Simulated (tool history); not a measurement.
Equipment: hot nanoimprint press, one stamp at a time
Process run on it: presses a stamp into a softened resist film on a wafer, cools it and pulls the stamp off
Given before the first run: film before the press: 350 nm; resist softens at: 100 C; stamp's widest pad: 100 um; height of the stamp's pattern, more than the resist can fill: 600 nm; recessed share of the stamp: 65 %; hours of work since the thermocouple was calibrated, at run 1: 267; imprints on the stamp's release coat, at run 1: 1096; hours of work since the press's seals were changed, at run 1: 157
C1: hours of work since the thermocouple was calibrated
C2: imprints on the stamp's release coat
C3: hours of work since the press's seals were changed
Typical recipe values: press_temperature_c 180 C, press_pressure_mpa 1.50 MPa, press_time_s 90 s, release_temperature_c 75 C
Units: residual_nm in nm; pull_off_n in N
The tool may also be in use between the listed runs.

{"run": 1, "hour": 0.0, "press_temperature_c": 180, "press_pressure_mpa": 1.5, "press_time_s": 90, "release_temperature_c": 75, "C1": 267, "C2": 1096, "C3": 157, "residual_nm": 200.0, "pull_off_n": 231}
{"run": 2, "hour": 7.5, "press_temperature_c": 180, "press_pressure_mpa": 1.5, "press_time_s": 97, "release_temperature_c": 75, "C1": 273, "C2": 1113, "C3": 162, "residual_nm": 194.9, "pull_off_n": 237}
{"run": 3, "hour": 14.6, "press_temperature_c": 180, "press_pressure_mpa": 1.5, "press_time_s": 97, "release_temperature_c": 75, "C1": 278, "C2": 1129, "C3": 167, "residual_nm": 195.1, "pull_off_n": 238}
{"run": 4, "hour": 19.3, "press_temperature_c": 180, "press_pressure_mpa": 1.5, "press_time_s": 97, "release_temperature_c": 75, "C1": 281, "C2": 1139, "C3": 171, "residual_nm": 195.2, "pull_off_n": 240}
{"run": 5, "hour": 26.3, "press_temperature_c": 180, "press_pressure_mpa": 1.5, "press_time_s": 97, "release_temperature_c": 75, "C1": 286, "C2": 1155, "C3": 176, "residual_nm": 195.0, "pull_off_n": 233}
{"run": 6, "hour": 30.3, "press_temperature_c": 190, "press_pressure_mpa": 1.5, "press_time_s": 97, "release_temperature_c": 75, "C1": 289, "C2": 1164, "C3": 179, "residual_nm": 135.7, "pull_off_n": 238}
{"run": 7, "hour": 38.8, "press_temperature_c": 190, "press_pressure_mpa": 1.5, "press_time_s": 97, "release_temperature_c": 75, "C1": 295, "C2": 1183, "C3": 185, "residual_nm": 136.5, "pull_off_n": 234}
{"run": 8, "hour": 45.5, "press_temperature_c": 190, "press_pressure_mpa": 1.5, "press_time_s": 97, "release_temperature_c": 75, "C1": 300, "C2": 1198, "C3": 190, "residual_nm": 136.1, "pull_off_n": 238}
{"run": 9, "hour": 50.5, "press_temperature_c": 180, "press_pressure_mpa": 1.5, "press_time_s": 90, "release_temperature_c": 75, "C1": 304, "C2": 1209, "C3": 194, "residual_nm": 199.9, "pull_off_n": 241}
{"run": 10, "hour": 59.9, "press_temperature_c": 178, "press_pressure_mpa": 1.5, "press_time_s": 162, "release_temperature_c": 62, "C1": 311, "C2": 1230, "C3": 200, "residual_nm": 174.1, "pull_off_n": 334}
{"run": 11, "hour": 66.3, "press_temperature_c": 178, "press_pressure_mpa": 1.5, "press_time_s": 162, "release_temperature_c": 62, "C1": 316, "C2": 1244, "C3": 205, "residual_nm": 173.5, "pull_off_n": 331}
{"run": 12, "hour": 72.8, "press_temperature_c": 178, "press_pressure_mpa": 1.5, "press_time_s": 162, "release_temperature_c": 62, "C1": 320, "C2": 1259, "C3": 210, "residual_nm": 174.0, "pull_off_n": 326}
{"hour": 81.2, "done": "plate thermocouple calibrated"}
{"run": 13, "hour": 84.4, "press_temperature_c": 170, "press_pressure_mpa": 1.27, "press_time_s": 95, "release_temperature_c": 67, "C1": 2, "C2": 1278, "C3": 216, "residual_nm": 278.2, "pull_off_n": 308}
{"run": 14, "hour": 93.6, "press_temperature_c": 189, "press_pressure_mpa": 1.73, "press_time_s": 63, "release_temperature_c": 73, "C1": 9, "C2": 1298, "C3": 223, "residual_nm": 162.5, "pull_off_n": 264}
{"run": 15, "hour": 102.2, "press_temperature_c": 189, "press_pressure_mpa": 1.73, "press_time_s": 63, "release_temperature_c": 73, "C1": 15, "C2": 1318, "C3": 229, "residual_nm": 162.7, "pull_off_n": 261}
{"run": 16, "hour": 111.3, "press_temperature_c": 187, "press_pressure_mpa": 1.5, "press_time_s": 90, "release_temperature_c": 82, "C1": 22, "C2": 1338, "C3": 236, "residual_nm": 160.3, "pull_off_n": 201}
{"run": 17, "hour": 118.2, "press_temperature_c": 177, "press_pressure_mpa": 2.26, "press_time_s": 90, "release_temperature_c": 79, "C1": 27, "C2": 1353, "C3": 241, "residual_nm": 197.7, "pull_off_n": 214}

Measured result minus the same run's result without the hidden state. Both carry the same run-to-run variation, though not necessarily the same gauge scatter:
The hidden state here: true temperature over the reading, C; pressure that arrives at the usual setting, %; grip of the stamp's worn release coat, % over a new coat's; drift of the gauge itself on residual_nm, %; drift of the gauge itself on pull_off_n, %.
run=1 residual_nm=-3.4 pull_off_n=+36
run=2 residual_nm=-3.4 pull_off_n=+38
run=3 residual_nm=-3.4 pull_off_n=+38
run=4 residual_nm=-3.5 pull_off_n=+39
run=5 residual_nm=-3.5 pull_off_n=+38
run=6 residual_nm=-2.6 pull_off_n=+39
run=7 residual_nm=-2.6 pull_off_n=+39
run=8 residual_nm=-2.7 pull_off_n=+40
run=9 residual_nm=-3.7 pull_off_n=+41
run=10 residual_nm=-3.7 pull_off_n=+58
run=11 residual_nm=-3.8 pull_off_n=+59
run=12 residual_nm=-3.8 pull_off_n=+58
run=13 residual_nm=+0.9 pull_off_n=+60
run=14 residual_nm=+1.0 pull_off_n=+52
run=15 residual_nm=+1.0 pull_off_n=+52
run=16 residual_nm=+0.9 pull_off_n=+41
run=17 residual_nm=+1.3 pull_off_n=+44

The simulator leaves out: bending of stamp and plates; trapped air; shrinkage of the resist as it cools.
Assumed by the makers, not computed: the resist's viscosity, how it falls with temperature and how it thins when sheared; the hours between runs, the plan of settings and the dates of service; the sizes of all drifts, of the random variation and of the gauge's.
